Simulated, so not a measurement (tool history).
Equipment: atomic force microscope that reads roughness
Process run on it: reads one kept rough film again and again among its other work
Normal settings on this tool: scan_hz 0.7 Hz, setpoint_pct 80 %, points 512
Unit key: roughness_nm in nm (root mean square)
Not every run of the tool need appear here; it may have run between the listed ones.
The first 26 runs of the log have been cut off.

run	hour	scan_hz	setpoint_pct	points	pictures with this tip	hours of work since the height scale was calibrated	roughness_nm
# hour 542.1: height scale calibrated on a step standard
# hour 546.5: new tip fitted
27	563.6	1.216	61	836	29	10	3.952
28	578.5	0.639	55	836	54	18	3.836
29	607.9	1.256	80	315	102	32	3.468
30	638.4	1.653	86	593	153	47	3.078
31	657.8	1.653	86	593	185	57	2.966
# hour 675.1: new tip fitted
32	681	3.702	63	512	10	68	3.786
# hour 690.8: height scale calibrated on a step standard, once more
33	695.3	3.702	63	512	32	2	3.718
34	719.8	0.508	72	512	73	14	3.798
35	739.8	0.508	72	512	106	24	3.63
36	753.6	0.7	58	665	129	31	3.542
37	767.5	0.7	80	263	152	38	3.327
38	795.9	1.295	88	512	199	52	3.001
# hour 804.7: new tip fitted
39	817.6	1.295	88	512	21	62	3.731
40	840.8	1.295	88	512	60	74	3.537
41	854.3	1.295	88	512	82	80	3.435
42	870.9	1.308	57	452	110	89	3.604
43	885.9	1.308	57	452	135	96	3.517
44	899.4	0.679	61	371	157	103	3.439
45	923	0.679	61	371	196	114	3.262
# hour 934.6: new tip fitted
46	943.6	0.679	61	371	15	124	4.082
47	958.3	0.679	61	371	39	131	3.946
48	983.5	0.7	85	851	81	144	3.61

Here are 5 independent what-if runs from the current tool condition. What would each one return?
A	996.3	0.7	81	832	102	150	?
B	996.3	0.99	59	845	102	150	?
C	996.3	0.513	61	537	102	150	?
D	996.3	3.116	86	414	102	150	?
E	996.3	0.948	79	851	102	150	?

run	roughness_nm
A	3.539
B	3.642
C	3.662
D	2.983
E	3.523
Without the tool's hidden state the same runs would have given:
run	roughness_nm
A	4.062
B	4.181
C	4.204
D	3.424
E	4.044

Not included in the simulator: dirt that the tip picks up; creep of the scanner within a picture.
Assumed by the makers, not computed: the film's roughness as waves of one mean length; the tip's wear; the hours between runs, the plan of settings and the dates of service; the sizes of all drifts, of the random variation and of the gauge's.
